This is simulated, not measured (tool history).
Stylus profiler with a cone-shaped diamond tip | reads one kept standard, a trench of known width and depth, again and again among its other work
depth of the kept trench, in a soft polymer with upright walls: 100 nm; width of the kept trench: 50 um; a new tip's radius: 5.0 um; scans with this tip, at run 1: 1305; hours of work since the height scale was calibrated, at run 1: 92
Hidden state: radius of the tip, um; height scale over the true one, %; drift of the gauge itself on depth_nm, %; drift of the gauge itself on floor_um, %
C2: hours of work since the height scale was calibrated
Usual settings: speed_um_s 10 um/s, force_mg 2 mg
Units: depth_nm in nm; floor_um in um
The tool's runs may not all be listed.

{"run": 1, "hour": 0.0, "speed_um_s": 10, "force_mg": 2, "scans with this tip": 1305, "C2": 92, "depth_nm": 100.46, "floor_um": 47.87}
{"run": 2, "hour": 13.4, "speed_um_s": 10, "force_mg": 2, "scans with this tip": 1443, "C2": 101, "depth_nm": 100.47, "floor_um": 47.88}
{"run": 3, "hour": 25.7, "speed_um_s": 10, "force_mg": 2, "scans with this tip": 1570, "C2": 110, "depth_nm": 100.45, "floor_um": 47.86}
{"run": 4, "hour": 35.9, "speed_um_s": 10, "force_mg": 2, "scans with this tip": 1675, "C2": 118, "depth_nm": 100.4, "floor_um": 47.89}
{"run": 5, "hour": 50.2, "speed_um_s": 10, "force_mg": 2, "scans with this tip": 1823, "C2": 128, "depth_nm": 100.5, "floor_um": 47.82}
{"run": 6, "hour": 59.9, "speed_um_s": 10, "force_mg": 2, "scans with this tip": 1924, "C2": 135, "depth_nm": 100.54, "floor_um": 47.87}
{"run": 7, "hour": 72.5, "speed_um_s": 10, "force_mg": 2, "scans with this tip": 2053, "C2": 144, "depth_nm": 100.4, "floor_um": 47.86}
{"run": 8, "hour": 80.7, "speed_um_s": 10, "force_mg": 3.78, "scans with this tip": 2138, "C2": 150, "depth_nm": 100.63, "floor_um": 47.84}
{"run": 9, "hour": 97.0, "speed_um_s": 7, "force_mg": 2, "scans with this tip": 2306, "C2": 162, "depth_nm": 100.43, "floor_um": 47.88}
{"run": 10, "hour": 105.2, "speed_um_s": 7, "force_mg": 2, "scans with this tip": 2392, "C2": 168, "depth_nm": 100.45, "floor_um": 47.83}
{"run": 11, "hour": 117.0, "speed_um_s": 7, "force_mg": 2, "scans with this tip": 2513, "C2": 177, "depth_nm": 100.51, "floor_um": 47.84}
{"hour": 118.7, "done": "height scale calibrated on a step standard"}
{"run": 12, "hour": 127.7, "speed_um_s": 7, "force_mg": 2, "scans with this tip": 2619, "C2": 7, "depth_nm": 100.38, "floor_um": 47.82}
{"run": 13, "hour": 138.9, "speed_um_s": 5, "force_mg": 2, "scans with this tip": 2735, "C2": 15, "depth_nm": 100.33, "floor_um": 47.86}
{"run": 14, "hour": 158.0, "speed_um_s": 5, "force_mg": 2, "scans with this tip": 2932, "C2": 29, "depth_nm": 100.37, "floor_um": 47.82}
{"run": 15, "hour": 175.9, "speed_um_s": 26, "force_mg": 2, "scans with this tip": 3117, "C2": 42, "depth_nm": 100.29, "floor_um": 47.72}
{"hour": 189.8, "done": "height scale calibrated on a step standard, once more"}
{"run": 16, "hour": 191.7, "speed_um_s": 26, "force_mg": 2, "scans with this tip": 3275, "C2": 1, "depth_nm": 100.42, "floor_um": 47.69}
{"run": 17, "hour": 208.8, "speed_um_s": 26, "force_mg": 2, "scans with this tip": 3451, "C2": 14, "depth_nm": 100.41, "floor_um": 47.69}
{"run": 18, "hour": 225.2, "speed_um_s": 2, "force_mg": 5.48, "scans with this tip": 3621, "C2": 26, "depth_nm": 100.89, "floor_um": 47.78}
{"run": 19, "hour": 237.1, "speed_um_s": 31, "force_mg": 1.23, "scans with this tip": 3744, "C2": 34, "depth_nm": 100.32, "floor_um": 47.54}
{"run": 20, "hour": 248.8, "speed_um_s": 21, "force_mg": 3.36, "scans with this tip": 3865, "C2": 43, "depth_nm": 100.64, "floor_um": 47.74}
{"run": 21, "hour": 264.3, "speed_um_s": 4, "force_mg": 0.71, "scans with this tip": 4024, "C2": 54, "depth_nm": 100.2, "floor_um": 47.76}
{"run": 22, "hour": 280.6, "speed_um_s": 6, "force_mg": 3.4, "scans with this tip": 4193, "C2": 66, "depth_nm": 100.61, "floor_um": 47.74}
{"run": 23, "hour": 291.5, "speed_um_s": 3, "force_mg": 1.8, "scans with this tip": 4306, "C2": 74, "depth_nm": 100.33, "floor_um": 47.7}
{"run": 24, "hour": 301.7, "speed_um_s": 8, "force_mg": 0.73, "scans with this tip": 4411, "C2": 81, "depth_nm": 100.21, "floor_um": 47.73}
{"run": 25, "hour": 312.2, "speed_um_s": 21, "force_mg": 3.26, "scans with this tip": 4520, "C2": 89, "depth_nm": 100.6, "floor_um": 47.69}
{"run": 26, "hour": 320.1, "speed_um_s": 21, "force_mg": 3.26, "scans with this tip": 4601, "C2": 95, "depth_nm": 100.64, "floor_um": 47.73}
{"run": 27, "hour": 338.3, "speed_um_s": 21, "force_mg": 3.26, "scans with this tip": 4789, "C2": 108, "depth_nm": 100.61, "floor_um": 47.69}
{"run": 28, "hour": 348.4, "speed_um_s": 21, "force_mg": 3.26, "scans with this tip": 4893, "C2": 115, "depth_nm": 100.54, "floor_um": 47.69}
{"run": 29, "hour": 360.3, "speed_um_s": 8, "force_mg": 2.29, "scans with this tip": 5016, "C2": 124, "depth_nm": 100.44, "floor_um": 47.77}
{"run": 30, "hour": 373.0, "speed_um_s": 8, "force_mg": 0.76, "scans with this tip": 5148, "C2": 133, "depth_nm": 100.22, "floor_um": 47.65}
{"run": 31, "hour": 382.4, "speed_um_s": 8, "force_mg": 0.76, "scans with this tip": 5245, "C2": 140, "depth_nm": 100.13, "floor_um": 47.68}

Some steps in depth_nm between neighbouring runs. How much of each would the tool show without its hidden state too (settings, what came in, random variation), and how much is left for the hidden state, with any gauge scatter that isn't in both results?
Run 2 -> 3: no setting changed, nothing entered. depth_nm -0.02 nm: hidden state -0.01, all else -0.01.
Run 11 -> 12: height scale calibrated on a step standard. depth_nm -0.13 nm: hidden state -0.04, all else -0.09.
Run 15 -> 16: height scale calibrated on a step standard, once more. depth_nm +0.13 nm: hidden state +0.09, all else +0.04.
Run 17 -> 18: speed_um_s 26 -> 2, force_mg 2 -> 5.48. depth_nm +0.48 nm: hidden state +0, all else +0.48.
Run 18 -> 19: speed_um_s 2 -> 31, force_mg 5.48 -> 1.23. depth_nm -0.57 nm: hidden state +0, all else -0.57.
Run 20 -> 21: speed_um_s 21 -> 4, force_mg 3.36 -> 0.71. depth_nm -0.44 nm: hidden state -0.01, all else -0.43.

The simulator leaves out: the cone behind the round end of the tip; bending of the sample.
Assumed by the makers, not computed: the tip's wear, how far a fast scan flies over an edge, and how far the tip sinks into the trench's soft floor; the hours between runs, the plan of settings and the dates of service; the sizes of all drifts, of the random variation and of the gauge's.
